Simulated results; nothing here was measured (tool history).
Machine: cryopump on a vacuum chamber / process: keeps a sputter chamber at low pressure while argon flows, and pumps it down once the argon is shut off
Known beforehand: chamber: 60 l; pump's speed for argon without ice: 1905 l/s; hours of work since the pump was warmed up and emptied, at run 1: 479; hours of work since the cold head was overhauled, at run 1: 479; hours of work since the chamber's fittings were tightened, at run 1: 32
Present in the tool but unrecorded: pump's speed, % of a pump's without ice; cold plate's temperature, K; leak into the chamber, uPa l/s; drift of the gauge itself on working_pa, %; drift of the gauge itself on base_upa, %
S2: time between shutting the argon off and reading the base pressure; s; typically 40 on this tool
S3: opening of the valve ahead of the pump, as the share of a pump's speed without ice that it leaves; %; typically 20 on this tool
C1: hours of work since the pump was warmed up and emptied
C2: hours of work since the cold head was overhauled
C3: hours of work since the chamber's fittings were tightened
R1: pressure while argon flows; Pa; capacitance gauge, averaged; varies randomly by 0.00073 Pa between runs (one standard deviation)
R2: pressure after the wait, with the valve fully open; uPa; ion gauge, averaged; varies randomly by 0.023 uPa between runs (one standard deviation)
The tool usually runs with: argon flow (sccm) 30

run 1 day=0.000 | argon_flow_(sccm)=30 S2=40 S3=20 | C1=479 C2=479 C3=32 | R1=0.1363 R2=0.85
run 2 day=1.192 | argon_flow_(sccm)=44 S2=40 S3=20 | C1=491 C2=491 C3=43 | R1=0.2024 R2=0.86
run 3 day=2.508 | argon_flow_(sccm)=44 S2=40 S3=20 | C1=504 C2=504 C3=57 | R1=0.2018 R2=0.85
run 4 day=3.612 | argon_flow_(sccm)=44 S2=40 S3=20 | C1=515 C2=515 C3=68 | R1=0.2023 R2=0.85
run 5 day=4.917 | argon_flow_(sccm)=30 S2=40 S3=20 | C1=528 C2=528 C3=80 | R1=0.1380 R2=0.89
run 6 day=6.992 | argon_flow_(sccm)=30 S2=40 S3=20 | C1=549 C2=549 C3=101 | R1=0.1383 R2=0.86
run 7 day=8.492 | argon_flow_(sccm)=21 S2=40 S3=20 | C1=564 C2=564 C3=116 | R1=0.0967 R2=0.91
run 8 day=10.854 | argon_flow_(sccm)=21 S2=40 S3=20 | C1=587 C2=587 C3=140 | R1=0.0974 R2=0.94
run 9 day=12.721 | argon_flow_(sccm)=21 S2=40 S3=20 | C1=606 C2=606 C3=158 | R1=0.0976 R2=0.94
run 10 day=14.888 | argon_flow_(sccm)=21 S2=40 S3=20 | C1=627 C2=627 C3=180 | R1=0.0971 R2=0.95
run 11 day=17.150 | argon_flow_(sccm)=30 S2=40 S3=20 | C1=650 C2=650 C3=202 | R1=0.1385 R2=0.98
run 12 day=19.383 | argon_flow_(sccm)=30 S2=40 S3=20 | C1=672 C2=672 C3=225 | R1=0.1409 R2=0.91
run 13 day=20.938 | argon_flow_(sccm)=30 S2=40 S3=20 | C1=687 C2=687 C3=240 | R1=0.1400 R2=0.99
run 14 day=22.962 | argon_flow_(sccm)=16 S2=157 S3=28 | C1=708 C2=708 C3=260 | R1=0.0540 R2=0.54
run 15 day=24.021 | argon_flow_(sccm)=29 S2=118 S3=20 | C1=718 C2=718 C3=271 | R1=0.1370 R2=0.56
run 16 day=25.704 | argon_flow_(sccm)=24 S2=40 S3=24 | C1=735 C2=735 C3=288 | R1=0.0947 R2=0.99
run 17 day=27.467 | argon_flow_(sccm)=24 S2=40 S3=24 | C1=753 C2=753 C3=305 | R1=0.0938 R2=1.02
run 18 day=29.558 | argon_flow_(sccm)=24 S2=173 S3=24 | C1=773 C2=773 C3=326 | R1=0.0952 R2=0.52
run 19 day=30.988 | argon_flow_(sccm)=15 S2=30 S3=22 | C1=788 C2=788 C3=340 | R1=0.0641 R2=1.26
run 20 day=33.346 | argon_flow_(sccm)=37 S2=108 S3=48 | C1=811 C2=811 C3=364 | R1=0.0794 R2=0.71
run 21 day=34.412 | argon_flow_(sccm)=37 S2=108 S3=48 | C1=822 C2=822 C3=374 | R1=0.0792 R2=0.71
run 22 day=36.488 | argon_flow_(sccm)=30 S2=165 S3=37 | C1=842 C2=842 C3=395 | R1=0.0806 R2=0.60
run 23 day=38.075 | argon_flow_(sccm)=36 S2=80 S3=18 | C1=858 C2=858 C3=411 | R1=0.1884 R2=0.77
run 24 day=40.200 | argon_flow_(sccm)=36 S2=114 S3=41 | C1=879 C2=879 C3=432 | R1=0.0896 R2=0.75
run 25 day=41.362 | argon_flow_(sccm)=36 S2=52 S3=41 | C1=891 C2=891 C3=443 | R1=0.0904 R2=1.01
run 26 day=43.579 | argon_flow_(sccm)=15 S2=99 S3=55 | C1=913 C2=913 C3=466 | R1=0.0281 R2=0.76

What if the next run were any one of these 4? Each begins from the tool's condition after run 26:
run A day=45.538 | argon_flow_(sccm)=15 S2=99 S3=29 | C1=932 C2=932 C3=485 | R1=? R2=?
run B day=45.538 | argon_flow_(sccm)=56 S2=40 S3=20 | C1=932 C2=932 C3=485 | R1=? R2=?
run C day=45.538 | argon_flow_(sccm)=45 S2=60 S3=49 | C1=932 C2=932 C3=485 | R1=? R2=?
run D day=45.538 | argon_flow_(sccm)=30 S2=40 S3=38 | C1=932 C2=932 C3=485 | R1=? R2=?

run=A R1=0.0513 R2=0.80
run=B R1=0.2679 R2=1.17
run=C R1=0.0969 R2=0.97
run=D R1=0.0806 R2=1.18
With the hidden condition removed and each run's random variation left untouched, the same runs would have given:
run=A R1=0.0461 R2=0.42
run=B R1=0.2487 R2=0.79
run=C R1=0.0815 R2=0.58
run=D R1=0.0703 R2=0.80
